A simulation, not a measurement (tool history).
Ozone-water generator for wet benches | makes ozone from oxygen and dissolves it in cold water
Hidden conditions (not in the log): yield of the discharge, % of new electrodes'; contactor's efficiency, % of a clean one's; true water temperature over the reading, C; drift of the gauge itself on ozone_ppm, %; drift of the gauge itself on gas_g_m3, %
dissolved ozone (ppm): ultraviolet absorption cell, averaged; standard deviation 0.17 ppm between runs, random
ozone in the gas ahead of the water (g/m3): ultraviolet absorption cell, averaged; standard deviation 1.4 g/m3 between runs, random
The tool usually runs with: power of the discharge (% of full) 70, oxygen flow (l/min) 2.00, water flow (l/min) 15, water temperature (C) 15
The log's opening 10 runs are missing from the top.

run	hour	power of the discharge (% of full)	oxygen flow (l/min)	water flow (l/min)	water temperature (C)	hours of work since the electrodes were changed	hours of work since the contactor was cleaned	hours of work since the thermometer was calibrated	dissolved ozone (ppm)	ozone in the gas ahead of the water (g/m3)
11	1029.3	70	2.00	15	17	2351	933	4803	20.0	252.9
12	1100.6	70	2.00	15	15	2416	998	4867	20.4	253.4
13	1212.8	70	1.15	15	15	2518	1100	4969	16.9	323.1
14	1305.5	70	3.57	15	15	2602	1184	5053	23.0	196.0
15	1432.2	70	3.57	15	15	2717	1299	5168	23.0	195.1
16	1518.7	70	2.00	15	17	2795	1377	5246	20.0	249.7
17	1604.2	70	2.00	15	17	2873	1454	5324	19.7	249.8
18	1669.5	70	2.00	15	17	2932	1514	5383	19.7	248.3
19	1798.1	70	2.00	15	17	3048	1630	5500	19.6	245.9
20	1893.1	70	3.19	23	8	3135	1716	5586	15.2	200.6
21	2048.4	70	3.19	23	8	3275	1857	5727	15.3	199.1
# hour 2070.5: water thermometer calibrated
22	2114.9	70	3.19	23	8	3335	1917	40	15.0	200.2
23	2203.7	53	3.19	23	8	3416	1998	121	13.0	170.6
24	2353.3	42	2.02	22	13	3551	2133	256	10.0	184.2
25	2471.6	54	1.13	9	15	3659	2240	364	23.1	275.4
26	2628.1	54	1.13	9	15	3800	2382	506	23.4	269.3
27	2725.2	54	1.13	9	15	3889	2470	594	23.3	270.9
28	2807.6	54	1.13	9	15	3963	2545	668	23.2	269.4
29	2872.0	54	1.74	9	20	4022	2603	727	24.0	225.0
30	2950.0	54	1.74	9	20	4092	2674	797	24.2	222.2
31	3040.4	52	1.74	9	20	4174	2756	879	23.9	218.1
32	3175.3	52	1.74	9	20	4297	2878	1002	23.7	217.6
33	3306.6	52	1.74	9	20	4416	2997	1121	23.6	219.5
34	3452.7	52	1.74	9	20	4548	3130	1253	23.6	215.9

Consider 3 possible next runs. They are alternatives, not a sequence: every one starts from the tool as it was left by run 34. What does each give?
# hour 3553.9: contactor cleaned
A	3561.4	70	2.94	15	15	4643	7	1348	?	?
# hour 3553.9: contactor cleaned
B	3561.4	52	1.74	22	20	4643	7	1348	?	?
# hour 3553.9: contactor cleaned
C	3561.4	78	1.74	11	15	4643	7	1348	?	?

run	dissolved ozone (ppm)	ozone in the gas ahead of the water (g/m3)
A	21.0	200.0
B	10.2	216.2
C	26.2	267.6
With no hidden state in the tool, these same runs would have given:
run	dissolved ozone (ppm)	ozone in the gas ahead of the water (g/m3)
A	24.2	229.8
B	11.5	242.8
C	30.5	310.2
